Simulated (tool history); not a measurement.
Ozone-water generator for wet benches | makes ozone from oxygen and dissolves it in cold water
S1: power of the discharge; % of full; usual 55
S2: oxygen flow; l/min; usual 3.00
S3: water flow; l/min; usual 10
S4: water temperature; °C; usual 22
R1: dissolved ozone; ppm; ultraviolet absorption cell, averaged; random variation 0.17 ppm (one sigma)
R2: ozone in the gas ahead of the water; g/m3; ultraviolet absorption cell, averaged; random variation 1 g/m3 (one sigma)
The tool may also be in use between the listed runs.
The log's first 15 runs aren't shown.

{"run": 16, "hour": 1273.2, "S1": 55, "S2": 3.0, "S3": 10, "S4": 22, "R1": 22.8, "R2": 179.3}
{"run": 17, "hour": 1326.7, "S1": 55, "S2": 3.0, "S3": 10, "S4": 22, "R1": 22.4, "R2": 179.0}
{"run": 18, "hour": 1420.6, "S1": 55, "S2": 1.92, "S3": 10, "S4": 19, "R1": 25.2, "R2": 245.1}
{"run": 19, "hour": 1480.3, "S1": 42, "S2": 1.92, "S3": 10, "S4": 15, "R1": 20.8, "R2": 193.3}
{"run": 20, "hour": 1587.0, "S1": 42, "S2": 5.09, "S3": 10, "S4": 19, "R1": 16.3, "R2": 97.9}
{"run": 21, "hour": 1686.6, "S1": 42, "S2": 5.09, "S3": 10, "S4": 19, "R1": 16.3, "R2": 99.4}
{"run": 22, "hour": 1774.7, "S1": 42, "S2": 1.91, "S3": 8, "S4": 15, "R1": 24.1, "R2": 193.4}
{"run": 23, "hour": 1834.2, "S1": 76, "S2": 3.0, "S3": 11, "S4": 16, "R1": 31.1, "R2": 236.9}
{"run": 24, "hour": 1954.0, "S1": 55, "S2": 3.0, "S3": 11, "S4": 22, "R1": 21.2, "R2": 177.2}
{"run": 25, "hour": 2081.4, "S1": 55, "S2": 3.0, "S3": 11, "S4": 22, "R1": 21.1, "R2": 176.9}
{"run": 26, "hour": 2135.1, "S1": 55, "S2": 3.0, "S3": 8, "S4": 22, "R1": 25.5, "R2": 177.5}
{"run": 27, "hour": 2242.6, "S1": 55, "S2": 3.0, "S3": 8, "S4": 22, "R1": 25.8, "R2": 180.7}
{"run": 28, "hour": 2300.3, "S1": 55, "S2": 3.0, "S3": 8, "S4": 22, "R1": 25.6, "R2": 178.5}
{"run": 29, "hour": 2357.8, "S1": 55, "S2": 3.0, "S3": 8, "S4": 19, "R1": 27.2, "R2": 178.8}
{"run": 30, "hour": 2470.3, "S1": 71, "S2": 3.0, "S3": 9, "S4": 22, "R1": 30.0, "R2": 222.4}
{"run": 31, "hour": 2591.4, "S1": 55, "S2": 3.0, "S3": 7, "S4": 22, "R1": 27.4, "R2": 177.3}
{"run": 32, "hour": 2676.9, "S1": 55, "S2": 3.0, "S3": 6, "S4": 22, "R1": 29.5, "R2": 177.7}

3 ways to go on from here, each from the tool as it stands after run 32. What would each give?
{"run": "A", "hour": 2747.1, "S1": 70, "S2": 3.0, "S3": 8, "S4": 22, "R1": "?", "R2": "?"}
{"run": "B", "hour": 2747.1, "S1": 55, "S2": 3.43, "S3": 9, "S4": 19, "R1": "?", "R2": "?"}
{"run": "C", "hour": 2747.1, "S1": 43, "S2": 3.0, "S3": 11, "S4": 14, "R1": "?", "R2": "?"}

run=A R1=31.7 R2=221.8
run=B R1=24.3 R2=160.9
run=C R1=19.2 R2=142.5
Without the tool's hidden state the same runs would have given:
run=A R1=31.8 R2=227.1
run=B R1=24.4 R2=164.7
run=C R1=19.3 R2=145.7
